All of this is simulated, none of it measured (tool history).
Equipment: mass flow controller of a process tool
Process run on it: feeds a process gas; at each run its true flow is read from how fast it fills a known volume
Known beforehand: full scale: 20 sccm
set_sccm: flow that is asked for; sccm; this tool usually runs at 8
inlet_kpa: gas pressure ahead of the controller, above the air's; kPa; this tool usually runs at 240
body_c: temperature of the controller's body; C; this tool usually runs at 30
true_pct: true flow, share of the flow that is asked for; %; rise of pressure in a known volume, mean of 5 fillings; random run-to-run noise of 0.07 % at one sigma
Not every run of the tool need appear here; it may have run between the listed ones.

Run 1, hour 0.0: usual settings. Result: true_pct 98.13 %.
Run 2, hour 119.6: usual settings but body_c 21 C. Result: true_pct 98.96 %.
Run 3, hour 200.2: usual settings but body_c 21 C. Result: true_pct 99.19 %.
Run 4, hour 303.6: usual settings but body_c 28 C. Result: true_pct 98.43 %.
Run 5, hour 405.5: usual settings but body_c 28 C. Result: true_pct 98.29 %.
Run 6, hour 488.4: usual settings. Result: true_pct 98.03 %.
Run 7, hour 549.1: usual settings but set_sccm 6 sccm. Result: true_pct 97.95 %.
Run 8, hour 628.0: usual settings but set_sccm 6 sccm, body_c 38 C. Result: true_pct 96.95 %.
Run 9, hour 722.1: usual settings but set_sccm 6 sccm, body_c 38 C. Result: true_pct 96.95 %.
Run 10, hour 817.8: usual settings but set_sccm 6 sccm, body_c 38 C. Result: true_pct 96.94 %.
Run 11, hour 891.4: usual settings but set_sccm 6 sccm, body_c 38 C. Result: true_pct 96.95 %.
Run 12, hour 960.5: usual settings but set_sccm 6 sccm, body_c 38 C. Result: true_pct 96.97 %.
Run 13, hour 1039.7: usual settings. Result: true_pct 98.10 %.
Run 14, hour 1155.4: usual settings. Result: true_pct 98.04 %.
Run 15, hour 1271.6: usual settings but set_sccm 15 sccm. Result: true_pct 98.72 %.
Run 16, hour 1359.2: usual settings but set_sccm 15 sccm, body_c 23 C. Result: true_pct 99.54 %.
Run 17, hour 1460.2: usual settings. Result: true_pct 98.21 %.
Run 18, hour 1557.1: usual settings. Result: true_pct 97.97 %.
Run 19, hour 1622.2: usual settings. Result: true_pct 97.99 %.
Run 20, hour 1685.3: usual settings. Result: true_pct 97.89 %.
Run 21, hour 1796.9: usual settings. Result: true_pct 98.01 %.
Run 22, hour 1869.2: usual settings. Result: true_pct 98.09 %.
Run 23, hour 1983.9: usual settings but inlet_kpa 209 kPa. Result: true_pct 98.12 %.
Run 24, hour 2046.5: usual settings. Result: true_pct 98.06 %.
Run 25, hour 2116.7: usual settings but body_c 28 C. Result: true_pct 98.30 %.
Run 26, hour 2177.4: usual settings but set_sccm 11 sccm, inlet_kpa 253 kPa, body_c 29 C. Result: true_pct 98.54 %.
Run 27, hour 2286.4: usual settings but set_sccm 11 sccm, inlet_kpa 253 kPa, body_c 28 C. Result: true_pct 98.47 %.
Run 28, hour 2412.9: usual settings but set_sccm 2 sccm. Result: true_pct 96.75 %.
Run 29, hour 2495.5: usual settings but set_sccm 2 sccm, body_c 35 C. Result: true_pct 96.11 %.
Run 30, hour 2578.3: usual settings but set_sccm 10 sccm, inlet_kpa 248 kPa, body_c 31 C. Result: true_pct 98.16 %.
Run 31, hour 2634.3: usual settings but set_sccm 10 sccm, inlet_kpa 248 kPa, body_c 25 C. Result: true_pct 98.87 %.
At hour 2643.1: controller's zero set anew.
Run 32, hour 2696.9: usual settings but inlet_kpa 150 kPa. Result: true_pct 98.22 %.
Run 33, hour 2774.8: usual settings but inlet_kpa 150 kPa. Result: true_pct 98.28 %.
Run 34, hour 2890.8: usual settings but inlet_kpa 150 kPa. Result: true_pct 98.31 %.
Run 35, hour 2989.3: usual settings but set_sccm 3 sccm, body_c 25 C. Result: true_pct 97.44 %.
Run 36, hour 3070.7: usual settings but set_sccm 3 sccm, body_c 25 C. Result: true_pct 97.46 %.
At hour 3102.1: controller's zero set anew, once more.
Run 37, hour 3140.4: usual settings but body_c 32 C. Result: true_pct 98.07 %.
Run 38, hour 3258.9: usual settings but body_c 23 C. Result: true_pct 98.96 %.
Run 39, hour 3337.6: usual settings but body_c 40 C. Result: true_pct 97.23 %.
Run 40, hour 3444.8: usual settings but inlet_kpa 255 kPa, body_c 22 C. Result: true_pct 99.00 %.
Run 41, hour 3549.5: usual settings but inlet_kpa 255 kPa, body_c 22 C. Result: true_pct 99.22 %.
Run 42, hour 3604.7: usual settings but inlet_kpa 164 kPa, body_c 36 C. Result: true_pct 97.76 %.

Run 43 comes next. What will it give?
Run 43, hour 3660.1: usual settings but set_sccm 4 sccm, inlet_kpa 267 kPa, body_c 27 C. Result: true_pct ?.

{"run 43": {"true_pct": 98.18}}
Without the tool's hidden state the same run would have given true_pct 98.18 %.
